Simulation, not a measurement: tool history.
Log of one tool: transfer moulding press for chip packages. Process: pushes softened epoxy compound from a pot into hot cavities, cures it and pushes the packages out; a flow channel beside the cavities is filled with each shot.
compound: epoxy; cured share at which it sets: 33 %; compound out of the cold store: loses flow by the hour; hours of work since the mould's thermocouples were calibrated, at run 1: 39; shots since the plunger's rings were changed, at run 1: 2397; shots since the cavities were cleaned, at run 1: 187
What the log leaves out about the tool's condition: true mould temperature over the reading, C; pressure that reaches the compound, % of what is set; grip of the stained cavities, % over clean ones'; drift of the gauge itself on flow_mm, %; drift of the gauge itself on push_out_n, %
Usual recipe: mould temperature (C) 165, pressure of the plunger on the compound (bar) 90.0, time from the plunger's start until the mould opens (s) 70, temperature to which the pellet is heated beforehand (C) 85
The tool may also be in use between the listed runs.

run   hour  mould temperature (C)  pressure of the plunger on the compound (bar)  time from the plunger's start until the mould opens (s)  temperature to which the pellet is heated beforehand (C)  hours of work since the mould's thermocouples were calibrated  shots since the plunger's rings were changed  shots since the cavities were cleaned  incoming compound's hours out of the cold store  length that the compound runs in the flow channel (mm)  greatest force on the pins that push the packages out (N)
  1    0.0                    165                                           90.0                                                       70                                                        85                                                             39                                          2397                                    187                                             24.8                                                     839                                                        695
  2    6.1                    165                                           90.0                                                       70                                                        85                                                             44                                          2514                                    304                                             30.6                                                     833                                                        751
  3   12.6                    165                                           90.0                                                       70                                                        92                                                             49                                          2639                                    429                                             23.6                                                     848                                                        826
  4   22.1                    165                                           90.0                                                       70                                                        92                                                             56                                          2820                                    610                                             27.6                                                     834                                                        899
  5   27.4                    163                                           90.0                                                       70                                                        92                                                             60                                          2920                                    710                                             12.0                                                     871                                                       1026
  6   32.5                    163                                           90.0                                                       70                                                        92                                                             64                                          3019                                    809                                             47.6                                                     793                                                       1058
  7   38.9                    163                                           90.0                                                       70                                                        92                                                             69                                          3140                                    930                                             22.9                                                     849                                                       1082
      48.6  -- cavities cleaned with cleaning compound and waxed
  8   48.9                    163                                           90.0                                                       70                                                        92                                                             76                                          3304                                      6                                             43.8                                                     795                                                        484
  9   58.7                    163                                           90.0                                                       70                                                        92                                                             83                                          3490                                    192                                             19.9                                                     847                                                        723
 10   66.6                    163                                           90.0                                                       70                                                        92                                                             89                                          3641                                    343                                             43.6                                                     797                                                        843
 11   71.7                    163                                           90.0                                                       70                                                        92                                                             93                                          3738                                    440                                             33.8                                                     808                                                        854
 12   80.9                    163                                           90.0                                                       70                                                        92                                                            100                                          3914                                    616                                             28.5                                                     815                                                        992
 13   86.2                    165                                           90.0                                                       70                                                        85                                                            105                                          4016                                    718                                             15.2                                                     843                                                        941
 14   95.0                    165                                           90.0                                                       70                                                        85                                                            111                                          4183                                    885                                             36.9                                                     801                                                        966
 15  101.7                    164                                           90.0                                                       70                                                        85                                                            116                                          4312                                   1014                                             37.5                                                     802                                                       1047
     106.8  -- cavities cleaned with cleaning compound and waxed
 16  108.8                    164                                           83.7                                                       88                                                        92                                                            121                                          4419                                     38                                             12.1                                                     809                                                        425
     114.0  -- plunger's sealing rings changed
 17  121.2                    164                                           83.7                                                       88                                                        92                                                            128                                           138                                    227                                             15.4                                                     864                                                        543
 18  128.6                    164                                           83.7                                                       88                                                        92                                                            134                                           280                                    369                                             25.5                                                     843                                                        612
 19  135.2                    160                                           90.0                                                       61                                                        85                                                            139                                           405                                    494                                             26.9                                                     874                                                       1648
 20  141.1                    161                                           79.4                                                       61                                                        85                                                            144                                           517                                    606                                             22.7                                                     833                                                       1591
 21  145.7                    167                                           93.0                                                       61                                                        85                                                            147                                           607                                    696                                              9.0                                                     916                                                       1119
 22  151.2                    165                                           93.0                                                       59                                                        88                                                            151                                           711                                    800                                             11.2                                                     907                                                       1457
 23  157.0                    168                                           83.3                                                       96                                                        86                                                            156                                           821                                    910                                             30.3                                                     815                                                        734
     167.4  -- cavities cleaned with cleaning compound and waxed
 24  168.1                    168                                           83.3                                                       96                                                        86                                                            163                                          1006                                     15                                             40.4                                                     802                                                        396
 25  173.5                    159                                           72.2                                                       62                                                        85                                                            168                                          1108                                    117                                             20.8                                                     801                                                       1131
 26  179.7                    168                                           72.5                                                       62                                                        76                                                            172                                          1226                                    235                                             23.9                                                     770                                                        814
 27  185.5                    162                                           87.5                                                       86                                                        76                                                            177                                          1338                                    347                                             33.4                                                     841                                                        662
 28  191.6                    165                                           83.2                                                       99                                                        85                                                            182                                          1455                                    464                                             30.2                                                     816                                                        664

5 options for the next run, each taken on its own from the tool as it stands now. Forecast them:
  A  197.0                    166                                           83.2                                                       99                                                        85                                                            186                                          1557                                    566                                             25.5                                                       ?                                                          ?
  B  197.0                    165                                           90.0                                                       91                                                        89                                                            186                                          1557                                    566                                             30.3                                                       ?                                                          ?
  C  197.0                    163                                           71.0                                                       68                                                        85                                                            186                                          1557                                    566                                             22.6                                                       ?                                                          ?
  D  197.0                    162                                           83.2                                                       57                                                        85                                                            186                                          1557                                    566                                             26.5                                                       ?                                                          ?
  E  197.0                    173                                           69.0                                                       70                                                        87                                                            186                                          1557                                    566                                             33.1                                                       ?                                                          ?

run  length that the compound runs in the flow channel (mm)  greatest force on the pins that push the packages out (N)
  A                                                     821                                                        691
  B                                                     847                                                        683
  C                                                     771                                                       1029
  D                                                     832                                                       1768
  E                                                     726                                                        700
The same runs, with their run-to-run variation unchanged, on a tool lacking any hidden condition would have given:
run  length that the compound runs in the flow channel (mm)  greatest force on the pins that push the packages out (N)
  A                                                     842                                                        358
  B                                                     869                                                        357
  C                                                     791                                                        552
  D                                                     853                                                        946
  E                                                     744                                                        363
